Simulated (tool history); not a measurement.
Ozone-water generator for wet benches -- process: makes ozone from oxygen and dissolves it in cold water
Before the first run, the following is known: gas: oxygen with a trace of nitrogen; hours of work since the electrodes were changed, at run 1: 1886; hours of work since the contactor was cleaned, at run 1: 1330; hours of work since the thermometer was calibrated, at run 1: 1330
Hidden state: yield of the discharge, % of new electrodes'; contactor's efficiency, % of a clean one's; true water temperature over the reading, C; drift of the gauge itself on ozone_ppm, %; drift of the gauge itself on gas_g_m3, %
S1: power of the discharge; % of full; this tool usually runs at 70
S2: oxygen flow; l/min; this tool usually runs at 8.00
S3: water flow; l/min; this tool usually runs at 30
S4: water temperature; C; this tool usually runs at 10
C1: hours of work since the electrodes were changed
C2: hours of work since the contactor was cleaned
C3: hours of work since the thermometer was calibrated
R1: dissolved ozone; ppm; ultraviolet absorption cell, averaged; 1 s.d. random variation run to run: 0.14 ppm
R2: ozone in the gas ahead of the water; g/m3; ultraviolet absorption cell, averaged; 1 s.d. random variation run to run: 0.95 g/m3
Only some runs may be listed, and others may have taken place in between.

run 1 day=0.000 | S1=70 S2=8.00 S3=30 S4=10 | C1=1886 C2=1330 C3=1330 | R1=15.3 R2=153.0
run 2 day=4.067 | S1=70 S2=8.00 S3=30 S4=10 | C1=1976 C2=1420 C3=1420 | R1=15.1 R2=156.1
run 3 day=7.542 | S1=70 S2=8.00 S3=30 S4=10 | C1=2052 C2=1497 C3=1497 | R1=15.1 R2=153.3
run 4 day=10.742 | S1=70 S2=8.00 S3=30 S4=10 | C1=2123 C2=1568 C3=1568 | R1=15.2 R2=151.4
run 5 day=16.083 | S1=70 S2=8.00 S3=30 S4=10 | C1=2241 C2=1685 C3=1685 | R1=15.3 R2=151.9
run 6 day=21.029 | S1=70 S2=8.00 S3=30 S4=6 | C1=2350 C2=1795 C3=1795 | R1=16.0 R2=153.0
run 7 day=24.929 | S1=70 S2=8.00 S3=30 S4=6 | C1=2436 C2=1881 C3=1881 | R1=15.8 R2=151.6
run 8 day=28.796 | S1=70 S2=8.00 S3=30 S4=6 | C1=2522 C2=1966 C3=1966 | R1=15.8 R2=150.1
run 9 day=34.725 | S1=70 S2=9.93 S3=30 S4=10 | C1=2653 C2=2097 C3=2097 | R1=15.5 R2=137.8
run 10 day=39.508 | S1=70 S2=9.93 S3=30 S4=10 | C1=2758 C2=2203 C3=2203 | R1=15.2 R2=135.0
run 11 day=43.871 | S1=70 S2=9.93 S3=30 S4=10 | C1=2854 C2=2299 C3=2299 | R1=15.2 R2=135.7
run 12 day=46.938 | S1=70 S2=8.00 S3=30 S4=10 | C1=2922 C2=2367 C3=2367 | R1=14.7 R2=147.7
run 13 day=50.950 | S1=70 S2=8.00 S3=30 S4=10 | C1=3011 C2=2455 C3=2455 | R1=14.6 R2=148.5
run 14 day=56.279 | S1=70 S2=8.00 S3=30 S4=10 | C1=3128 C2=2573 C3=2573 | R1=14.7 R2=149.7
-- day=56.667 water thermometer calibrated
run 15 day=61.075 | S1=70 S2=8.00 S3=30 S4=10 | C1=3234 C2=2678 C3=97 | R1=14.5 R2=147.1
run 16 day=67.042 | S1=70 S2=8.00 S3=30 S4=10 | C1=3366 C2=2810 C3=229 | R1=14.7 R2=147.6
-- day=69.733 water thermometer calibrated, once more
run 17 day=72.967 | S1=70 S2=8.00 S3=30 S4=10 | C1=3496 C2=2940 C3=71 | R1=14.6 R2=146.9
run 18 day=78.617 | S1=70 S2=8.00 S3=30 S4=10 | C1=3621 C2=3065 C3=196 | R1=14.5 R2=146.5
run 19 day=84.188 | S1=70 S2=8.00 S3=31 S4=13 | C1=3744 C2=3188 C3=319 | R1=13.5 R2=147.4
run 20 day=87.592 | S1=70 S2=13.77 S3=31 S4=13 | C1=3819 C2=3263 C3=394 | R1=14.4 R2=117.2
run 21 day=90.279 | S1=44 S2=13.77 S3=43 S4=13 | C1=3878 C2=3323 C3=454 | R1=8.2 R2=83.7
run 22 day=94.654 | S1=72 S2=8.00 S3=21 S4=10 | C1=3975 C2=3419 C3=550 | R1=19.1 R2=146.9
run 23 day=100.658 | S1=72 S2=8.00 S3=21 S4=10 | C1=4107 C2=3552 C3=683 | R1=19.0 R2=148.0
run 24 day=105.512 | S1=80 S2=11.60 S3=21 S4=10 | C1=4214 C2=3659 C3=790 | R1=21.1 R2=134.0
run 25 day=110.121 | S1=80 S2=11.60 S3=21 S4=10 | C1=4316 C2=3761 C3=892 | R1=20.4 R2=131.8
run 26 day=113.171 | S1=80 S2=11.60 S3=21 S4=10 | C1=4383 C2=3828 C3=959 | R1=20.8 R2=134.4
run 27 day=118.429 | S1=70 S2=11.18 S3=42 S4=10 | C1=4500 C2=3944 C3=1075 | R1=11.1 R2=122.1
run 28 day=122.996 | S1=70 S2=8.00 S3=47 S4=10 | C1=4600 C2=4045 C3=1176 | R1=9.5 R2=142.7
run 29 day=127.750 | S1=70 S2=8.00 S3=47 S4=10 | C1=4705 C2=4150 C3=1281 | R1=9.3 R2=141.5
run 30 day=130.925 | S1=70 S2=8.00 S3=29 S4=5 | C1=4775 C2=4220 C3=1351 | R1=15.3 R2=142.0
run 31 day=136.150 | S1=70 S2=8.00 S3=38 S4=5 | C1=4891 C2=4335 C3=1466 | R1=12.0 R2=141.1
run 32 day=142.225 | S1=70 S2=8.00 S3=29 S4=13 | C1=5025 C2=4469 C3=1600 | R1=13.6 R2=141.4
run 33 day=145.283 | S1=78 S2=6.28 S3=39 S4=7 | C1=5092 C2=4537 C3=1668 | R1=11.2 R2=165.6

How the hidden state differs across the entries between the runs, from the last listed run before each to the first after it:
In the gap between runs 14 and 15: water thermometer calibrated (day 56.667)
  yield of the discharge, % of new electrodes': 91.6 -> 91.4; true water temperature over the reading, C: 0.11 -> 0.17
  measured result minus the result with no hidden state, R1: -1.5 -> -1.6 ppm; R2: -13.7 -> -13.9 g/m3
In the gap between runs 16 and 17: water thermometer calibrated, once more (day 69.733)
  yield of the discharge, % of new electrodes': 91 -> 90.7; contactor's efficiency, % of a clean one's: 98.2 -> 98.1; true water temperature over the reading, C: 0.18 -> -0.06
  measured result minus the result with no hidden state, R1: -1.7 -> -1.6 ppm; R2: -14.5 -> -15.1 g/m3
